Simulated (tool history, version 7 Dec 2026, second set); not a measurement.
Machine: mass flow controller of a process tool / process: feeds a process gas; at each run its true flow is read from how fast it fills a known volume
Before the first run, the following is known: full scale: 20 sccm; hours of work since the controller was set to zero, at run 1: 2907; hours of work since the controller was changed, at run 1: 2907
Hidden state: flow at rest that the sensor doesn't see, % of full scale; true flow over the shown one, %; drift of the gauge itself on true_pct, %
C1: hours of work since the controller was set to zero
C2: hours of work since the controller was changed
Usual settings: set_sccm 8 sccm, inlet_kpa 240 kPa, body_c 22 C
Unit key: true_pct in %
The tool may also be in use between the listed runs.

Run 1, day 0: usual settings; C1 2907; C2 2907. Result: true_pct 101.73 %.
Run 2, day 5.383: usual settings; C1 2976; C2 2976. Result: true_pct 101.71 %.
Run 3, day 9.729: usual settings; C1 3032; C2 3032. Result: true_pct 101.81 %.
Run 4, day 13.433: usual settings but set_sccm 19 sccm; C1 3080; C2 3080. Result: true_pct 101.39 %.
Run 5, day 19.204: usual settings but set_sccm 19 sccm; C1 3154; C2 3154. Result: true_pct 101.58 %.
Run 6, day 23.942: usual settings; C1 3215; C2 3215. Result: true_pct 102.01 %.
Run 7, day 26.829: usual settings; C1 3253; C2 3253. Result: true_pct 101.9 %.
Run 8, day 29.779: usual settings; C1 3291; C2 3291. Result: true_pct 102 %.
At day 30.238: controller's zero set anew.
Run 9, day 32.221: usual settings; C1 26; C2 3322. Result: true_pct 102.32 %.
Run 10, day 37.021: usual settings; C1 87; C2 3384. Result: true_pct 102.29 %.
Run 11, day 41.879: usual settings but set_sccm 5 sccm; C1 150; C2 3446. Result: true_pct 103.79 %.
Run 12, day 45.754: usual settings but set_sccm 5 sccm; C1 200; C2 3496. Result: true_pct 103.94 %.
Run 13, day 50.292: usual settings but set_sccm 7 sccm, body_c 33 C; C1 258; C2 3555. Result: true_pct 103.83 %.
Run 14, day 54.746: usual settings but set_sccm 9 sccm, inlet_kpa 203 kPa; C1 316; C2 3612. Result: true_pct 102.56 %.
At day 59.1: controller's zero set anew, once more.
Run 15, day 59.371: usual settings but set_sccm 13 sccm, inlet_kpa 261 kPa, body_c 34 C; C1 3; C2 3671. Result: true_pct 101.53 %.
Run 16, day 63.679: usual settings but set_sccm 3 sccm, inlet_kpa 156 kPa; C1 59; C2 3727. Result: true_pct 100.15 %.
Run 17, day 68.658: usual settings but set_sccm 3 sccm, inlet_kpa 156 kPa; C1 123; C2 3791. Result: true_pct 100.32 %.
Run 18, day 72.342: usual settings but set_sccm 3 sccm, inlet_kpa 156 kPa, body_c 26 C; C1 171; C2 3839. Result: true_pct 100.79 %.
Run 19, day 75.371: usual settings but inlet_kpa 143 kPa, body_c 32 C; C1 210; C2 3878. Result: true_pct 101.57 %.

Below, some changes in true_pct between adjacent runs. For each, the amount present without the hidden state too (settings, incoming material, random variation) and the amount remaining for the hidden state with gauge scatter not shared by both compared results:
Run 10 -> 11: set_sccm 8 -> 5. true_pct +1.5 %: hidden state +1.6, all else -0.1.
Run 14 -> 15: set_sccm 9 -> 13, inlet_kpa 203 -> 261, body_c 22 -> 34, controller's zero set anew, once more. true_pct -1.03 %: hidden state -2.31, all else +1.28.
